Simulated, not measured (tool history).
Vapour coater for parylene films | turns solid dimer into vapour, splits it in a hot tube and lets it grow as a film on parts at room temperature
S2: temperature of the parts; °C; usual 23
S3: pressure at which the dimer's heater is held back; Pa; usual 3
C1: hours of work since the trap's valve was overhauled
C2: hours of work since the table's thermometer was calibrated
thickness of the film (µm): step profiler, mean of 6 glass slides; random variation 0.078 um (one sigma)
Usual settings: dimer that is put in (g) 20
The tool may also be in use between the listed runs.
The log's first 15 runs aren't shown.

{"run": 16, "hour": 260.9, "dimer that is put in (g)": 27, "S2": 23, "S3": 3, "C1": 34, "C2": 238, "thickness of the film (µm)": 16.64}
{"run": 17, "hour": 284.0, "dimer that is put in (g)": 20, "S2": 23, "S3": 2.71, "C1": 47, "C2": 251, "thickness of the film (µm)": 12.36}
{"run": 18, "hour": 300.3, "dimer that is put in (g)": 20, "S2": 23, "S3": 2.71, "C1": 57, "C2": 260, "thickness of the film (µm)": 12.06}
{"run": 19, "hour": 318.2, "dimer that is put in (g)": 20, "S2": 23, "S3": 2.71, "C1": 67, "C2": 271, "thickness of the film (µm)": 12.13}
{"run": 20, "hour": 331.4, "dimer that is put in (g)": 20, "S2": 16, "S3": 3, "C1": 74, "C2": 278, "thickness of the film (µm)": 14.73}
{"run": 21, "hour": 343.2, "dimer that is put in (g)": 20, "S2": 30, "S3": 3, "C1": 81, "C2": 285, "thickness of the film (µm)": 9.68}
{"hour": 345.2, "done": "table's thermometer calibrated"}
{"run": 22, "hour": 359.2, "dimer that is put in (g)": 20, "S2": 30, "S3": 3, "C1": 89, "C2": 8, "thickness of the film (µm)": 9.68}
{"run": 23, "hour": 375.8, "dimer that is put in (g)": 20, "S2": 30, "S3": 3, "C1": 99, "C2": 17, "thickness of the film (µm)": 9.61}
{"run": 24, "hour": 398.4, "dimer that is put in (g)": 20, "S2": 30, "S3": 3, "C1": 111, "C2": 30, "thickness of the film (µm)": 9.5}
{"hour": 404.6, "done": "table's thermometer calibrated, once more"}
{"run": 25, "hour": 411.6, "dimer that is put in (g)": 14, "S2": 18, "S3": 9.44, "C1": 118, "C2": 4, "thickness of the film (µm)": 9.14}
{"run": 26, "hour": 423.3, "dimer that is put in (g)": 20, "S2": 32, "S3": 2.93, "C1": 125, "C2": 11, "thickness of the film (µm)": 9.32}
{"run": 27, "hour": 440.0, "dimer that is put in (g)": 20, "S2": 32, "S3": 2.93, "C1": 134, "C2": 20, "thickness of the film (µm)": 9.29}
{"run": 28, "hour": 453.6, "dimer that is put in (g)": 8, "S2": 33, "S3": 3, "C1": 142, "C2": 28, "thickness of the film (µm)": 3.6}
{"run": 29, "hour": 468.1, "dimer that is put in (g)": 20, "S2": 16, "S3": 3, "C1": 150, "C2": 36, "thickness of the film (µm)": 14.65}
{"run": 30, "hour": 489.0, "dimer that is put in (g)": 34, "S2": 22, "S3": 3.47, "C1": 162, "C2": 48, "thickness of the film (µm)": 20.88}
{"run": 31, "hour": 499.0, "dimer that is put in (g)": 20, "S2": 23, "S3": 4.61, "C1": 167, "C2": 53, "thickness of the film (µm)": 11.59}
{"run": 32, "hour": 509.2, "dimer that is put in (g)": 24, "S2": 24, "S3": 9.57, "C1": 173, "C2": 59, "thickness of the film (µm)": 12.83}
{"run": 33, "hour": 520.1, "dimer that is put in (g)": 24, "S2": 24, "S3": 9.57, "C1": 179, "C2": 65, "thickness of the film (µm)": 12.92}
{"run": 34, "hour": 540.4, "dimer that is put in (g)": 20, "S2": 34, "S3": 3, "C1": 191, "C2": 77, "thickness of the film (µm)": 8.62}
{"run": 35, "hour": 558.5, "dimer that is put in (g)": 8, "S2": 23, "S3": 11.57, "C1": 201, "C2": 87, "thickness of the film (µm)": 4.33}
{"run": 36, "hour": 571.6, "dimer that is put in (g)": 30, "S2": 23, "S3": 11.57, "C1": 208, "C2": 94, "thickness of the film (µm)": 16.34}
{"run": 37, "hour": 586.3, "dimer that is put in (g)": 30, "S2": 23, "S3": 10.44, "C1": 217, "C2": 102, "thickness of the film (µm)": 16.3}

Forecast run 38:
{"run": 38, "hour": 607.6, "dimer that is put in (g)": 30, "S2": 23, "S3": 10.44, "C1": 229, "C2": 114, "thickness of the film (µm)": "?"}

{"run 38": {"thickness of the film (µm)": 16.05}}
Without the tool's hidden state the same run would have given thickness of the film (µm) 16.81.

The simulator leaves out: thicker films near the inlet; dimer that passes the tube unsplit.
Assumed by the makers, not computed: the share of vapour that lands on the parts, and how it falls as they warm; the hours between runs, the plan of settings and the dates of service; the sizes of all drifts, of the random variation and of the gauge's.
